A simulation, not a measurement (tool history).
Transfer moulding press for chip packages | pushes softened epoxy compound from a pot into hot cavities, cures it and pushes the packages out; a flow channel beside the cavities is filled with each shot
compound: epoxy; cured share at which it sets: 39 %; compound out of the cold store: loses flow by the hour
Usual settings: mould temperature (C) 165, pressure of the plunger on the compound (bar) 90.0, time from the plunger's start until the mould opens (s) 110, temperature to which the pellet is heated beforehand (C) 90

run   hour  mould temperature (C)  pressure of the plunger on the compound (bar)  time from the plunger's start until the mould opens (s)  temperature to which the pellet is heated beforehand (C)  incoming compound's hours out of the cold store  length that the compound runs in the flow channel (mm)  greatest force on the pins that push the packages out (N)
  1    0.0                    165                                           90.0                                                      110                                                        90                                             46.8                                                     698                                                        541
  2   28.7                    165                                           90.0                                                      110                                                        90                                             10.5                                                     818                                                        601
      45.2  -- cavities cleaned with cleaning compound and waxed
  3   57.3                    165                                           90.0                                                      110                                                        90                                             10.3                                                     814                                                        451
      74.6  -- plunger's sealing rings changed
  4   98.2                    165                                           90.0                                                      110                                                        90                                             10.1                                                     847                                                        574
     131.0  -- cavities cleaned with cleaning compound and waxed
  5  131.0                    165                                           90.0                                                      110                                                        90                                             42.1                                                     734                                                        346
  6  163.4                    165                                           90.0                                                      110                                                        90                                             14.0                                                     827                                                        536
  7  193.7                    165                                           90.0                                                      110                                                        90                                             36.4                                                     744                                                        572
     215.1  -- cavities cleaned with cleaning compound and waxed
  8  228.2                    165                                           90.0                                                      107                                                        90                                             45.3                                                     716                                                        460
  9  249.8                    165                                           90.0                                                      107                                                        90                                             22.0                                                     790                                                        546
 10  281.8                    165                                           90.0                                                      110                                                        90                                             36.8                                                     739                                                        585
     291.3  -- mould's thermocouples calibrated
     302.1  -- cavities cleaned with cleaning compound and waxed
 11  319.4                    165                                           90.0                                                      110                                                        90                                             35.2                                                     736                                                        485
 12  354.0                    165                                           90.0                                                      110                                                        90                                             23.0                                                     779                                                        587
     385.6  -- cavities cleaned with cleaning compound and waxed
 13  392.5                    165                                           90.0                                                      110                                                        90                                             17.8                                                     791                                                        415
 14  412.3                    165                                           90.0                                                      110                                                        90                                             25.0                                                     765                                                        520
     422.3  -- mould's thermocouples calibrated, once more
 15  454.4                    165                                           90.0                                                      110                                                        90                                             21.8                                                     779                                                        585
     472.6  -- cavities cleaned with cleaning compound and waxed
 16  493.6                    165                                           90.0                                                      148                                                        89                                             23.7                                                     768                                                        469
     499.0  -- plunger's sealing rings changed
 17  516.0                    165                                           90.0                                                      148                                                        89                                             12.2                                                     844                                                        512
 18  553.1                    165                                           73.1                                                      131                                                        90                                             33.8                                                     685                                                        565
     558.5  -- cavities cleaned with cleaning compound and waxed
 19  579.5                    160                                           68.4                                                      137                                                        98                                              8.8                                                     759                                                        499
 20  611.3                    166                                           75.1                                                      137                                                        98                                             43.2                                                     657                                                        558
     641.6  -- cavities cleaned with cleaning compound and waxed
 21  651.5                    173                                           75.1                                                      137                                                        98                                             41.3                                                     638                                                        413
 22  685.6                    173                                           75.1                                                      137                                                        98                                             13.7                                                     720                                                        521
 23  718.0                    173                                           75.1                                                      137                                                        98                                             31.9                                                     663                                                        568
     725.4  -- cavities cleaned with cleaning compound and waxed
 24  754.5                    170                                           90.0                                                      123                                                        90                                             37.3                                                     717                                                        509
 25  771.8                    170                                          101.4                                                      123                                                        90                                             29.9                                                     785                                                        533
 26  793.5                    165                                           90.0                                                       91                                                        91                                             46.5                                                     700                                                        651
     808.8  -- cavities cleaned with cleaning compound and waxed
 27  831.6                    161                                           90.0                                                      123                                                        91                                             44.6                                                     719                                                        524

4 ways to go on from here, each from the tool as it stands after run 27. What would each give?
  A  860.8                    165                                           90.0                                                      123                                                        91                                             45.6                                                       ?                                                          ?
  B  860.8                    165                                           90.0                                                      127                                                        83                                             41.5                                                       ?                                                          ?
  C  860.8                    166                                           71.7                                                      123                                                        80                                             34.6                                                       ?                                                          ?
  D  860.8                    165                                           88.0                                                      127                                                        90                                             47.1                                                       ?                                                          ?

run  length that the compound runs in the flow channel (mm)  greatest force on the pins that push the packages out (N)
  A                                                     699                                                        530
  B                                                     712                                                        541
  C                                                     652                                                        538
  D                                                     688                                                        541
Without the tool's hidden state the same runs would have given:
run  length that the compound runs in the flow channel (mm)  greatest force on the pins that push the packages out (N)
  A                                                     729                                                        327
  B                                                     743                                                        337
  C                                                     680                                                        335
  D                                                     718                                                        336

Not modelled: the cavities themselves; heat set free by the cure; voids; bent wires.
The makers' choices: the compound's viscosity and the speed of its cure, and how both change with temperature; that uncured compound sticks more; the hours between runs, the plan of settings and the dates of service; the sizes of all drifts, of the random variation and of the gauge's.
